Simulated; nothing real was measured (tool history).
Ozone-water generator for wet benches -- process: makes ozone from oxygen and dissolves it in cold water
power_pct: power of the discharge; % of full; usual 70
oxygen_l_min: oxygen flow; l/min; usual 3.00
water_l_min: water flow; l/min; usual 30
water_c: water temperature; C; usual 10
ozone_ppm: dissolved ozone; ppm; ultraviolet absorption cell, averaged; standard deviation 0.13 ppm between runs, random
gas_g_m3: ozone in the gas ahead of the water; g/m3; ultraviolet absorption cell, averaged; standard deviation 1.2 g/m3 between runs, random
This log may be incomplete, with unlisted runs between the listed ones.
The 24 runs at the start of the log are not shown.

run 25 hour=912.2 | power_pct=70 oxygen_l_min=5.14 water_l_min=24 water_c=10 | ozone_ppm=18.7 gas_g_m3=179.3
run 26 hour=950.1 | power_pct=70 oxygen_l_min=3.00 water_l_min=30 water_c=7 | ozone_ppm=13.2 gas_g_m3=233.9
run 27 hour=992.3 | power_pct=70 oxygen_l_min=3.00 water_l_min=21 water_c=7 | ozone_ppm=19.4 gas_g_m3=236.0
run 28 hour=1025.7 | power_pct=92 oxygen_l_min=3.10 water_l_min=19 water_c=13 | ozone_ppm=25.8 gas_g_m3=289.5
run 29 hour=1071.1 | power_pct=48 oxygen_l_min=3.00 water_l_min=30 water_c=7 | ozone_ppm=9.5 gas_g_m3=171.5
-- hour=1099.3 gauge calibrated
run 30 hour=1122.1 | power_pct=48 oxygen_l_min=3.00 water_l_min=30 water_c=7 | ozone_ppm=9.4 gas_g_m3=164.6
-- hour=1144.2 contactor cleaned
run 31 hour=1163.9 | power_pct=48 oxygen_l_min=3.00 water_l_min=30 water_c=7 | ozone_ppm=9.6 gas_g_m3=165.8
run 32 hour=1201.8 | power_pct=48 oxygen_l_min=1.85 water_l_min=31 water_c=7 | ozone_ppm=7.6 gas_g_m3=209.4

Forecast each of these 3 alternatives for the next run:
-- hour=1214.8 water thermometer calibrated
run A hour=1255.5 | power_pct=70 oxygen_l_min=3.00 water_l_min=42 water_c=15 | ozone_ppm=? gas_g_m3=?
-- hour=1214.8 water thermometer calibrated
run B hour=1255.5 | power_pct=50 oxygen_l_min=3.00 water_l_min=30 water_c=10 | ozone_ppm=? gas_g_m3=?
-- hour=1214.8 water thermometer calibrated
run C hour=1255.5 | power_pct=83 oxygen_l_min=3.00 water_l_min=30 water_c=10 | ozone_ppm=? gas_g_m3=?

run=A ozone_ppm=8.3 gas_g_m3=228.4
run=B ozone_ppm=9.7 gas_g_m3=169.6
run=C ozone_ppm=15.0 gas_g_m3=265.9
With the hidden condition removed and each run's random variation left untouched, the same runs would have given:
run=A ozone_ppm=8.3 gas_g_m3=227.6
run=B ozone_ppm=9.7 gas_g_m3=169.0
run=C ozone_ppm=15.0 gas_g_m3=265.0

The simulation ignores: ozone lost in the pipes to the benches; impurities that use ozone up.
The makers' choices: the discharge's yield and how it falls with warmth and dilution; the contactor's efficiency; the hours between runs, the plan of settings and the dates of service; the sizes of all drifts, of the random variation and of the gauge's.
